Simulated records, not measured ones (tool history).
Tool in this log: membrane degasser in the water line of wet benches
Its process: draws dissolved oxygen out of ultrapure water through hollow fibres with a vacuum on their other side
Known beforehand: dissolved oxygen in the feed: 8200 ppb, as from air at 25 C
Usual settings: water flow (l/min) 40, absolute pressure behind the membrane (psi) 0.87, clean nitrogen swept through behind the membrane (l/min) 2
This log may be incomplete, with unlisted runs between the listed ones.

run    hour  water flow (l/min)  absolute pressure behind the membrane (psi)  clean nitrogen swept through behind the membrane (l/min)  dissolved oxygen in the water behind the degasser (ppb)  pressure that the water loses in the fibres (psi)
  1       0                  40                                         0.87                                                         2                                                    130.2                                               3.81
  2   165.4                  40                                        0.721                                                         2                                                     85.4                                              3.858
  3   332.3                  40                                        0.721                                                         2                                                     84.5                                              3.843
  4   488.3                  40                                        0.721                                                         2                                                       85                                              3.868
  5   638.4                  40                                         0.87                                                         2                                                    130.8                                               3.81
  6   839.1                  40                                         0.87                                                         2                                                    131.7                                              3.843
      932.9  -- seals of the vacuum lines changed
  7   960.3                  40                                        1.395                                                         2                                                    287.6                                              3.814
  8  1169.5                  40                                        1.395                                                         2                                                    289.5                                              3.833
  9  1280.1                  40                                        1.395                                                         2                                                    289.2                                              3.838
 10  1416.1                  40                                         0.87                                                         2                                                    133.1                                              3.829
     1488.7  -- vacuum gauge calibrated
 11  1560.4                  40                                         0.87                                                         2                                                    123.1                                              3.851
 12    1690                  40                                        0.548                                                         2                                                     26.5                                              3.858
 13  1885.8                  40                                         0.87                                                         2                                                    121.8                                              3.813
 14  2052.6                  40                                         0.87                                                       5.9                                                     48.1                                              3.841
 15  2254.5                  40                                         0.87                                                      2.75                                                     94.2                                               3.87
 16  2425.3                  40                                         0.87                                                      2.75                                                     94.3                                               3.87
 17  2567.4                  31                                        1.091                                                      2.16                                                    142.6                                              2.953
 18  2714.3                  40                                         0.87                                                       1.2                                                    190.9                                              3.852
 19  2911.2                  26                                          0.6                                                       1.2                                                     44.6                                              2.514
 20  3068.6                  26                                          0.6                                                       1.2                                                     45.1                                              2.521
 21  3263.6                  28                                         0.87                                                         2                                                     88.6                                              2.719
 22  3388.3                  28                                        1.447                                                         2                                                    215.9                                               2.69
 23  3515.1                  28                                        1.447                                                         2                                                    214.9                                              2.704
 24  3719.1                  34                                        1.447                                                      2.05                                                    253.7                                               3.34
 25  3897.9                  25                                         0.87                                                      3.57                                                     47.8                                              2.425
 26  4113.9                  25                                         0.87                                                      3.57                                                     49.1                                              2.402
 27  4270.7                  40                                         0.87                                                      0.95                                                    234.3                                              3.894
 28  4388.8                  33                                        1.875                                                      0.95                                                    654.6                                              3.226
 29  4561.2                  33                                        1.875                                                      0.95                                                    649.8                                              3.165
 30  4680.8                  51                                        1.875                                                      0.95                                                    924.1                                              4.954
 31  4850.9                  30                                        0.529                                                      0.94                                                     35.2                                              2.924

The logged runs with the hidden state left out (each run's random variation unchanged):
Unlogged tool condition in this case: membrane still open, %; true pressure behind the membrane over the reading, kPa; air that leaks in behind the membrane, l/min; drift of the gauge itself on oxygen_ppb, %; drift of the gauge itself on loss_of_pressure_kpa, %.
run  dissolved oxygen in the water behind the degasser (ppb)  pressure that the water loses in the fibres (psi)
  1                                                    125.4                                              3.746
  2                                                     80.6                                              3.793
  3                                                     79.5                                              3.775
  4                                                     79.8                                                3.8
  5                                                    125.1                                              3.742
  6                                                    125.6                                              3.772
  7                                                    282.4                                              3.743
  8                                                    283.9                                              3.759
  9                                                    283.6                                              3.764
 10                                                    127.1                                              3.754
 11                                                    124.5                                              3.774
 12                                                     27.9                                              3.781
 13                                                    122.7                                              3.733
 14                                                     48.1                                              3.759
 15                                                     94.3                                              3.787
 16                                                     94.2                                              3.785
 17                                                    142.5                                              2.886
 18                                                    190.7                                              3.765
 19                                                     44.4                                              2.457
 20                                                     44.7                                              2.463
 21                                                     87.8                                              2.657
 22                                                    214.6                                              2.627
 23                                                    213.5                                              2.638
 24                                                    251.9                                              3.259
 25                                                       47                                              2.366
 26                                                     48.2                                              2.341
 27                                                    230.3                                              3.796
 28                                                    650.7                                              3.143
 29                                                    645.6                                              3.082
 30                                                      918                                              4.824
 31                                                     30.8                                              2.846
